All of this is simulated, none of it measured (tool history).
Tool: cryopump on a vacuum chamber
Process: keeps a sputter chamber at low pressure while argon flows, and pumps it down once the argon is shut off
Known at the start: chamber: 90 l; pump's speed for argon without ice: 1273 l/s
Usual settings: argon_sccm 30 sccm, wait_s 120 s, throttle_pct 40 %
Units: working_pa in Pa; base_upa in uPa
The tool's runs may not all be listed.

run 1 hour=0 | argon_sccm=30 wait_s=120 throttle_pct=40 | working_pa=0.1046 base_upa=1.26
run 2 hour=44.5 | argon_sccm=30 wait_s=120 throttle_pct=40 | working_pa=0.1038 base_upa=1.25
run 3 hour=90.5 | argon_sccm=30 wait_s=120 throttle_pct=40 | working_pa=0.1054 base_upa=1.3
run 4 hour=125.3 | argon_sccm=30 wait_s=120 throttle_pct=40 | working_pa=0.1062 base_upa=1.29
run 5 hour=169.1 | argon_sccm=30 wait_s=120 throttle_pct=15 | working_pa=0.2743 base_upa=1.29
run 6 hour=233.1 | argon_sccm=30 wait_s=120 throttle_pct=40 | working_pa=0.108 base_upa=1.34
run 7 hour=286.6 | argon_sccm=30 wait_s=120 throttle_pct=40 | working_pa=0.1079 base_upa=1.4
run 8 hour=351.1 | argon_sccm=50 wait_s=120 throttle_pct=40 | working_pa=0.1831 base_upa=1.36
run 9 hour=410.1 | argon_sccm=50 wait_s=120 throttle_pct=40 | working_pa=0.1833 base_upa=1.35
run 10 hour=462.7 | argon_sccm=50 wait_s=120 throttle_pct=40 | working_pa=0.1839 base_upa=1.39
run 11 hour=518.9 | argon_sccm=50 wait_s=120 throttle_pct=40 | working_pa=0.1869 base_upa=1.35
run 12 hour=558 | argon_sccm=44 wait_s=120 throttle_pct=40 | working_pa=0.1661 base_upa=1.41
run 13 hour=586.9 | argon_sccm=44 wait_s=120 throttle_pct=40 | working_pa=0.1668 base_upa=1.46
run 14 hour=630.9 | argon_sccm=30 wait_s=120 throttle_pct=40 | working_pa=0.1132 base_upa=1.43
run 15 hour=684.6 | argon_sccm=30 wait_s=120 throttle_pct=40 | working_pa=0.1155 base_upa=1.5
run 16 hour=725 | argon_sccm=47 wait_s=120 throttle_pct=45 | working_pa=0.1635 base_upa=1.45
run 17 hour=762.4 | argon_sccm=30 wait_s=248 throttle_pct=40 | working_pa=0.1164 base_upa=1.03
run 18 hour=820.3 | argon_sccm=35 wait_s=32 throttle_pct=21 | working_pa=0.2417 base_upa=4.17
run 19 hour=849.1 | argon_sccm=22 wait_s=54 throttle_pct=45 | working_pa=0.079 base_upa=2.62
run 20 hour=895.9 | argon_sccm=26 wait_s=93 throttle_pct=45 | working_pa=0.0932 base_upa=1.8
run 21 hour=953.3 | argon_sccm=52 wait_s=93 throttle_pct=45 | working_pa=0.1877 base_upa=1.84
-- hour=979.7 pump warmed up, emptied and cooled again
run 22 hour=1002.2 | argon_sccm=52 wait_s=93 throttle_pct=45 | working_pa=0.1552 base_upa=1.68
run 23 hour=1041.8 | argon_sccm=24 wait_s=64 throttle_pct=40 | working_pa=0.0804 base_upa=2.22
run 24 hour=1092.2 | argon_sccm=29 wait_s=107 throttle_pct=40 | working_pa=0.0978 base_upa=1.58
run 25 hour=1127.4 | argon_sccm=30 wait_s=239 throttle_pct=20 | working_pa=0.2037 base_upa=0.96
run 26 hour=1162.5 | argon_sccm=55 wait_s=55 throttle_pct=26 | working_pa=0.2854 base_upa=2.59
run 27 hour=1219.7 | argon_sccm=15 wait_s=59 throttle_pct=26 | working_pa=0.0784 base_upa=2.39
run 28 hour=1246.4 | argon_sccm=24 wait_s=87 throttle_pct=40 | working_pa=0.0833 base_upa=1.74
run 29 hour=1294.5 | argon_sccm=38 wait_s=87 throttle_pct=51 | working_pa=0.1051 base_upa=1.83

Some steps in working_pa between neighbouring runs. How much of each would the tool show without its hidden state too (settings, what came in, random variation), and how much is left for the hidden state, with any gauge scatter that isn't in both results?
The hidden state here: pump's speed, % of a pump's without ice; cold plate's temperature, K; leak into the chamber, uPa l/s; drift of the gauge itself on working_pa, %; drift of the gauge itself on base_upa, %.
Run 4 -> 5: throttle_pct 40 -> 15. working_pa +0.1681 Pa: hidden state +0.0005, all else +0.1676.
Run 20 -> 21: argon_sccm 26 -> 52. working_pa +0.0945 Pa: hidden state +0.0182, all else +0.0763.
Run 21 -> 22: pump warmed up, emptied and cooled again. working_pa -0.0325 Pa: hidden state -0.0322, all else -0.0003.
Run 26 -> 27: argon_sccm 55 -> 15, wait_s 55 -> 59. working_pa -0.207 Pa: hidden state -0.0036, all else -0.2034.

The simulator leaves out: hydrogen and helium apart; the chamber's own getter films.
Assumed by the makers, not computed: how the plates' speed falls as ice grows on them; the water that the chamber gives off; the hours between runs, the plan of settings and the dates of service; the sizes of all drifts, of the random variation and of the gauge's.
